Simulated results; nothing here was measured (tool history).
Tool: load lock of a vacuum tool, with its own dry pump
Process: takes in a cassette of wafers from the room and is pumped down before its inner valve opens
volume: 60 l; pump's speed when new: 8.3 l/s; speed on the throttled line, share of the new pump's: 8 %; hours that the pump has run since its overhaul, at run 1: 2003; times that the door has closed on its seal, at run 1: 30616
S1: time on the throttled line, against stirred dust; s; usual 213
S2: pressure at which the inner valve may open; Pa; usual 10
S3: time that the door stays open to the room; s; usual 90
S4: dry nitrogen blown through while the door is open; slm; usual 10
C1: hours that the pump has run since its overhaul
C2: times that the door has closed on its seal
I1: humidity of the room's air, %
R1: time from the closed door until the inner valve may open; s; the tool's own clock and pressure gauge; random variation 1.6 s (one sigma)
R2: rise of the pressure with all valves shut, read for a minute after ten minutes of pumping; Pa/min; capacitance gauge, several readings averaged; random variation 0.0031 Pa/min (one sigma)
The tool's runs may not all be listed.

run	hour	S1	S2	S3	S4	C1	C2	I1	R1	R2
1	0	213	10	90	10	2003	30616	44.6	264.2	0.072
2	83.9	213	13	90	10	2087	30819	44	257.9	0.073
3	129.5	213	13	90	10	2133	30929	43.4	258.8	0.07
4	182	403	10	90	10	2185	31057	43.6	432.6	0.075
5	244.4	213	10	90	10	2248	31207	45	258.9	0.067
6	336.6	213	10	201	10	2340	31431	43.3	259.9	0.1
7	406.7	213	10	201	10	2410	31600	47.2	262.9	0.112
8	447.7	213	10	155	44	2451	31699	48.5	263	0.063
9	512.9	122	10	30	44	2516	31857	47.3	178.3	0.031
10	564.4	122	10	30	44	2568	31982	39.6	179.9	0.021
11	613.5	213	10	97	10	2617	32101	44.8	260.1	0.072
12	670.2	213	10	157	10	2673	32238	43.7	261.4	0.092
13	750.1	213	10	157	10	2753	32431	44.3	263.1	0.089

4 ways to go on from here, each from the tool as it stands after run 13. What would each give?
A	839.4	147	20	157	10	2843	32647	42.3	?	?
B	839.4	222	10	164	23	2843	32647	44.9	?	?
C	839.4	213	10	90	8	2843	32647	45.2	?	?
D	839.4	213	10	69	40	2843	32647	45.2	?	?

run	R1	R2
A	197.8	0.087
B	269.2	0.08
C	262.3	0.072
D	262.2	0.047
Without the tool's hidden state the same runs would have given:
run	R1	R2
A	197.8	0.085
B	269.2	0.079
C	262.3	0.07
D	262.2	0.045
